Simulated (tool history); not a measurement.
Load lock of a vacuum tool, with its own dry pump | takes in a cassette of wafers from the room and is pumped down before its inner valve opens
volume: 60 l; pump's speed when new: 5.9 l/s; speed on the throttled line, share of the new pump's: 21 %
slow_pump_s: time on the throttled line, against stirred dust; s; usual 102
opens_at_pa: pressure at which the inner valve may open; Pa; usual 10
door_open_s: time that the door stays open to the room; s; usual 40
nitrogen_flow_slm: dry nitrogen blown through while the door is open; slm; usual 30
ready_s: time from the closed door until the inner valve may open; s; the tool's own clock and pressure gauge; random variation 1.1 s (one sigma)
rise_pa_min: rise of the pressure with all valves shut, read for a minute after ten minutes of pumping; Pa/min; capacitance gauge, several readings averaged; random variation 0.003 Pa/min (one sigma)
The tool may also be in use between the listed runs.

| run | hour | slow_pump_s | opens_at_pa | door_open_s | nitrogen_flow_slm | incoming humidity of the room's air, % | ready_s | rise_pa_min |
|---|---|---|---|---|---|---|---|---|
| 1 | 0 | 102 | 10 | 40 | 30 | 45.7 | 183.1 | 0.133 |
| 2 | 387.9 | 102 | 10 | 40 | 30 | 41.7 | 182.5 | 0.135 |
| 3 | 809.3 | 102 | 10 | 40 | 30 | 46.1 | 181.8 | 0.144 |
| 4 | 1237.2 | 102 | 10 | 40 | 30 | 43.9 | 181.6 | 0.166 |
| 5 | 1613.7 | 102 | 10 | 40 | 30 | 44.5 | 183.6 | 0.17 |
| 6 | 2017.1 | 102 | 10 | 40 | 30 | 44.4 | 182.2 | 0.183 |
| 7 | 2305.5 | 102 | 10 | 40 | 30 | 45.9 | 182.2 | 0.196 |
| 8 | 2562.1 | 102 | 10 | 40 | 30 | 43.4 | 184.7 | 0.202 |
| 9 | 2920.5 | 102 | 10 | 40 | 30 | 45.6 | 185.5 | 0.221 |
| 10 | 3408.1 | 102 | 10 | 40 | 30 | 45.5 | 185.8 | 0.221 |
| 11 | 3906.9 | 102 | 10 | 40 | 30 | 46.2 | 182.9 | 0.241 |
| 12 | 4308.1 | 59 | 10 | 40 | 27 | 46.7 | 154 | 0.259 |
| 13 | 4732.8 | 59 | 10 | 40 | 27 | 47.2 | 152.9 | 0.268 |
| 14 | 5266 | 59 | 10 | 40 | 27 | 44.4 | 155.1 | 0.285 |
| 15 | 5745.3 | 59 | 10 | 40 | 27 | 46.2 | 153.5 | 0.311 |
| 16 | 6111.8 | 59 | 10 | 40 | 27 | 45.1 | 155.5 | 0.313 |
| 17 | 6480 | 59 | 10 | 40 | 27 | 45.7 | 155.8 | 0.338 |
| 18 | 6896.6 | 100 | 10 | 40 | 30 | 47.1 | 187.1 | 0.348 |
| 19 | 7416.1 | 100 | 10 | 40 | 30 | 45.7 | 187.1 | 0.375 |
|  | 7577.8 | dry pump taken out, an overhauled one fitted |
| 20 | 7838.3 | 100 | 10 | 40 | 30 | 44.4 | 173.9 | 0.386 |
| 21 | 8075.4 | 61 | 10 | 25 | 8 | 46.4 | 142.6 | 0.417 |
| 22 | 8631.3 | 61 | 10 | 25 | 8 | 41.2 | 143.6 | 0.438 |

Hidden state or all else? Some run-to-run changes of ready_s, split into what the settings, what came in and random variation would give without the hidden state, and what is left for the hidden state (with any gauge scatter that isn't in both results):
The hidden state here: pump's speed, % of a new pump's; leak at the door's seal, Pa l/s; drift of the gauge itself on ready_s, %; drift of the gauge itself on rise_pa_min, %.
Run 11 -> 12: slow_pump_s 102 -> 59, nitrogen_flow_slm 30 -> 27. ready_s -28.9 s: hidden state +1.7, all else -30.6.
Run 17 -> 18: slow_pump_s 59 -> 100, nitrogen_flow_slm 27 -> 30. ready_s +31.3 s: hidden state -0.8, all else +32.1.
Run 19 -> 20: dry pump taken out, an overhauled one fitted. ready_s -13.2 s: hidden state -14.4, all else +1.2.
Run 20 -> 21: slow_pump_s 100 -> 61, door_open_s 40 -> 25, nitrogen_flow_slm 30 -> 8. ready_s -31.3 s: hidden state +0.1, all else -31.4.
